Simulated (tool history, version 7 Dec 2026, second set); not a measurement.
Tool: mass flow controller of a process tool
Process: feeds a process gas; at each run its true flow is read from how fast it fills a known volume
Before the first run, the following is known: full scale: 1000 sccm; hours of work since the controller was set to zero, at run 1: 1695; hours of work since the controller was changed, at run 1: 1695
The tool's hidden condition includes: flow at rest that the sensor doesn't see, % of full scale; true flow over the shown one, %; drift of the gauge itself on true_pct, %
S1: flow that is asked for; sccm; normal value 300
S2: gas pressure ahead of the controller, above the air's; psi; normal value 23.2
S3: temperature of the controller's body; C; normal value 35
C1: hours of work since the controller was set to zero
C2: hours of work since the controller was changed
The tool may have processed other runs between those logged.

Run 1, hour 0: usual settings; C1 1695; C2 1695. Result: true flow (%) 98.06.
Run 2, hour 65.2: usual settings; C1 1729; C2 1729. Result: true flow (%) 97.99.
Run 3, hour 141.4: usual settings but S1 643 sccm; C1 1769; C2 1769. Result: true flow (%) 98.73.
Run 4, hour 232.5: usual settings but S1 643 sccm; C1 1818; C2 1818. Result: true flow (%) 98.76.
Run 5, hour 370: usual settings but S1 643 sccm; C1 1890; C2 1890. Result: true flow (%) 98.77.
Run 6, hour 452.9: usual settings but S1 147 sccm; C1 1934; C2 1934. Result: true flow (%) 98.15.
At hour 467.4: controller's zero set anew.
Run 7, hour 594.2: usual settings but S1 147 sccm; C1 67; C2 2008. Result: true flow (%) 98.24.
Run 8, hour 722.9: usual settings but S1 147 sccm; C1 135; C2 2076. Result: true flow (%) 98.22.
Run 9, hour 866.7: usual settings but S1 147 sccm, S2 27 psi; C1 211; C2 2152. Result: true flow (%) 98.21.
Run 10, hour 993.8: usual settings but S1 219 sccm, S2 38.9 psi, S3 25 C; C1 278; C2 2219. Result: true flow (%) 98.48.
Run 11, hour 1075.2: usual settings but S1 111 sccm, S2 26 psi, S3 25 C; C1 321; C2 2262. Result: true flow (%) 99.6.
Run 12, hour 1204.9: usual settings but S1 131 sccm, S2 26.8 psi; C1 389; C2 2331. Result: true flow (%) 98.5.
At hour 1257.2: controller's zero set anew, once more.
Run 13, hour 1271.5: usual settings but S1 318 sccm, S2 27.7 psi; C1 8; C2 2366. Result: true flow (%) 97.45.
Run 14, hour 1350.8: usual settings but S1 102 sccm, S2 21.9 psi; C1 49; C2 2407. Result: true flow (%) 97.13.

What if the next run were any one of these 4? Each begins from the tool's condition after run 14:
Run A, hour 1425.5: usual settings but S1 290 sccm, S2 30.9 psi, S3 23 C; C1 89; C2 2447. Result: true flow (%) ?.
Run B, hour 1425.5: usual settings but S2 27.3 psi; C1 89; C2 2447. Result: true flow (%) ?.
Run C, hour 1425.5: usual settings but S1 789 sccm, S2 25.4 psi, S3 25 C; C1 89; C2 2447. Result: true flow (%) ?.
Run D, hour 1425.5: usual settings but S1 806 sccm; C1 89; C2 2447. Result: true flow (%) ?.

run  true flow (%)
  A          98.48
  B          97.52
  C          99.99
  D          99.08
With the hidden condition removed and each run's random variation left untouched, the same runs would have given:
run  true flow (%)
  A          98.02
  B          97.06
  C          99.56
  D          98.66
